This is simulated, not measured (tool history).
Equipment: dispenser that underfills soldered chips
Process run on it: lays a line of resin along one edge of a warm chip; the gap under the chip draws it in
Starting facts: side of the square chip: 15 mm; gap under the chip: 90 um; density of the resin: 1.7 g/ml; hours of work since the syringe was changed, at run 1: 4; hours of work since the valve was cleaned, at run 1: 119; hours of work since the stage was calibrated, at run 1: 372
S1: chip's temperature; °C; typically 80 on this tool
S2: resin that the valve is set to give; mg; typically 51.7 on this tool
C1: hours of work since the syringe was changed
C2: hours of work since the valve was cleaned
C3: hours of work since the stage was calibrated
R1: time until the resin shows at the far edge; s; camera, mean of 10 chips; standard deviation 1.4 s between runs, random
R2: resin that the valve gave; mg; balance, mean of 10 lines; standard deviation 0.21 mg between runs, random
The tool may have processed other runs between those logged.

| run | hour | S1 | S2 | C1 | C2 | C3 | R1 | R2 |
|---|---|---|---|---|---|---|---|---|
| 1 | 0.0 | 80 | 51.7 | 4 | 119 | 372 | 206.9 | 48.71 |
|  | 2.6 | new syringe of resin |
|  | 10.1 | new syringe of resin |
| 2 | 13.1 | 80 | 51.7 | 2 | 128 | 381 | 185.0 | 48.59 |
|  | 18.2 | new syringe of resin |
| 3 | 20.4 | 80 | 51.7 | 1 | 133 | 386 | 181.7 | 48.68 |
|  | 26.6 | new syringe of resin |
| 4 | 27.2 | 80 | 51.7 | 0 | 137 | 390 | 163.7 | 47.76 |
|  | 29.0 | dispensing valve cleaned and set on the balance |
|  | 36.0 | new syringe of resin |
|  | 43.5 | new syringe of resin |
| 5 | 44.5 | 80 | 63.5 | 1 | 10 | 401 | 160.0 | 62.92 |
|  | 51.8 | new syringe of resin |
| 6 | 58.0 | 80 | 51.7 | 4 | 20 | 410 | 222.5 | 51.32 |
|  | 60.0 | new syringe of resin |
|  | 67.5 | new syringe of resin |
| 7 | 72.9 | 80 | 56.2 | 4 | 30 | 421 | 208.8 | 55.53 |
|  | 76.2 | new syringe of resin |
|  | 83.9 | new syringe of resin |
| 8 | 87.8 | 80 | 51.7 | 3 | 40 | 431 | 194.6 | 50.48 |
|  | 92.3 | new syringe of resin |
| 9 | 95.4 | 80 | 51.7 | 2 | 45 | 436 | 188.2 | 50.94 |
|  | 100.3 | new syringe of resin |
|  | 108.6 | new syringe of resin |
| 10 | 110.6 | 80 | 51.7 | 1 | 55 | 446 | 178.6 | 50.23 |
|  | 116.9 | new syringe of resin |
| 11 | 120.3 | 87 | 62.1 | 2 | 62 | 452 | 133.6 | 60.19 |
|  | 124.8 | new syringe of resin |
|  | 133.0 | new syringe of resin |
| 12 | 135.0 | 87 | 62.1 | 1 | 72 | 462 | 128.8 | 60.37 |
|  | 140.5 | new syringe of resin |
| 13 | 142.3 | 74 | 46.0 | 1 | 76 | 467 | 247.9 | 44.27 |
|  | 148.0 | new syringe of resin |
| 14 | 152.6 | 74 | 52.0 | 3 | 83 | 474 | 276.2 | 50.03 |
|  | 156.0 | new syringe of resin |
|  | 164.3 | new syringe of resin |
| 15 | 167.1 | 74 | 52.0 | 2 | 93 | 484 | 253.1 | 50.07 |
|  | 172.5 | new syringe of resin |
| 16 | 178.1 | 85 | 57.8 | 4 | 101 | 492 | 177.2 | 55.25 |
|  | 180.9 | new syringe of resin |
|  | 189.4 | new syringe of resin |
| 17 | 194.3 | 85 | 57.8 | 3 | 112 | 502 | 170.6 | 54.90 |
|  | 197.8 | new syringe of resin |
|  | 206.1 | new syringe of resin |
| 18 | 206.9 | 85 | 57.8 | 1 | 120 | 511 | 134.6 | 54.89 |
|  | 214.3 | new syringe of resin |
| 19 | 218.9 | 85 | 57.8 | 3 | 128 | 519 | 168.5 | 54.32 |

Alternative continuations, all from the tool just after run 19; predict every row:
|  | 222.6 | new syringe of resin |
|  | 230.1 | new syringe of resin |
|  | 234.7 | dispensing valve cleaned and set on the balance |
| A | 235.2 | 67 | 53.1 | 3 | 0 | 529 | ? | ? |
|  | 222.6 | new syringe of resin |
|  | 230.1 | new syringe of resin |
|  | 234.7 | dispensing valve cleaned and set on the balance |
| B | 235.2 | 80 | 52.9 | 3 | 0 | 529 | ? | ? |
|  | 222.6 | new syringe of resin |
|  | 230.1 | new syringe of resin |
|  | 234.7 | dispensing valve cleaned and set on the balance |
| C | 235.2 | 77 | 56.6 | 3 | 0 | 529 | ? | ? |
|  | 222.6 | new syringe of resin |
|  | 230.1 | new syringe of resin |
|  | 234.7 | dispensing valve cleaned and set on the balance |
| D | 235.2 | 80 | 62.9 | 3 | 0 | 529 | ? | ? |

| run | R1 | R2 |
|---|---|---|
| A | 393.4 | 53.44 |
| B | 210.2 | 52.85 |
| C | 241.6 | 56.41 |
| D | 206.5 | 63.27 |
What these runs would have given with no unlogged condition in the tool:
| run | R1 | R2 |
|---|---|---|
| A | 252.8 | 53.37 |
| B | 136.8 | 52.78 |
| C | 157.0 | 56.34 |
| D | 134.7 | 63.19 |
